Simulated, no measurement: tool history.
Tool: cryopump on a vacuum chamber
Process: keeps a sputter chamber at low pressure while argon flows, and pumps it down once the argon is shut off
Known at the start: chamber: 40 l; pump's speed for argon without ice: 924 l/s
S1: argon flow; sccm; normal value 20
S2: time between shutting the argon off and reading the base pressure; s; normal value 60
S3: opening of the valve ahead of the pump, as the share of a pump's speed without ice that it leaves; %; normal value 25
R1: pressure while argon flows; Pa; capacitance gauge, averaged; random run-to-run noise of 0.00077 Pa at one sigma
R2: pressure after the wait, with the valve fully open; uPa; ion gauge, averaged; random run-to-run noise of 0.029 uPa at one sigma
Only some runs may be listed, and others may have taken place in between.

run     day  S1   S2  S3      R1    R2
  1       0  20   60  25  0.1597  3.13
  2   3.246  20   60  25  0.1475  2.77
  3   5.667  22   60  25  0.1626  2.81
  4  10.029  20   60  25  0.1509  2.88
  5  13.929  20   60  38  0.1021     3
  6  17.738  20  194  25  0.1535  2.32
  7  20.317  20  194  48  0.0847  2.45
  8  22.875  20   60  25  0.1574  3.29
  9  26.938  20   25  25    0.16  5.11
 10  30.438  20   25  25  0.1619  5.33
 11  35.562  20   47  25  0.1462   3.3
 12  37.996  20   47  25  0.1494  3.47
 13  41.192  29   60  25   0.216  3.33
 14  43.479  36  175  28  0.2438  2.65
 15   47.45  15  100  18  0.1597  1.08
 16  52.596  15   31  17  0.1673  2.72
 17    55.2  15   31  17  0.1692  2.75
 18  60.321  15   31  17  0.1704  2.82
 19  63.062  15   31  17  0.1733  2.95
 20  65.596  20  151  25  0.1646  1.32
 21  70.733  20  151  25  0.1488  1.19
 22  75.429  21   60  25  0.1592  1.93
 23  80.433  14   43  25  0.1079  2.54

The log once held 4 entries between its listed runs, left out of this copy. Where does each go, and what is different about the tool's unlogged condition between the listed run before it and the listed run after it?
Between runs 1 and 2: pump warmed up, emptied and cooled again (day 2.083)
  pump's speed, % of a pump's without ice: 73.5 -> 98; cold plate's temperature, K: 12.96 -> 12.99; leak into the chamber, uPa l/s: 1370 -> 1403
  measured value less the no-hidden-state value, R1: +0.0141 -> +0.0015 Pa; R2: +1.72 -> +1.28 uPa
Between runs 10 and 11: pump warmed up, emptied and cooled again (day 34.046)
  pump's speed, % of a pump's without ice: 72.9 -> 98.5; cold plate's temperature, K: 13.23 -> 13.28; leak into the chamber, uPa l/s: 1706 -> 1763
  measured value less the no-hidden-state value, R1: +0.0149 -> +0.0015 Pa; R2: +2.3 -> +1.62 uPa
Between runs 14 and 15: leaking fittings of the chamber tightened, without venting (day 46.133)
  pump's speed, % of a pump's without ice: 91.2 -> 87.3; cold plate's temperature, K: 13.36 -> 13.39; leak into the chamber, uPa l/s: 1856 -> 357
  measured value less the no-hidden-state value, R1: +0.0084 -> +0.005 Pa; R2: +1.95 -> +0.12 uPa
Between runs 20 and 21: pump warmed up, emptied and cooled again (day 66.067)
  pump's speed, % of a pump's without ice: 70.6 -> 95.4; cold plate's temperature, K: 13.56 -> 13.61; leak into the chamber, uPa l/s: 573 -> 628
  measured value less the no-hidden-state value, R1: +0.017 -> +0.0031 Pa; R2: +0.58 -> +0.41 uPa
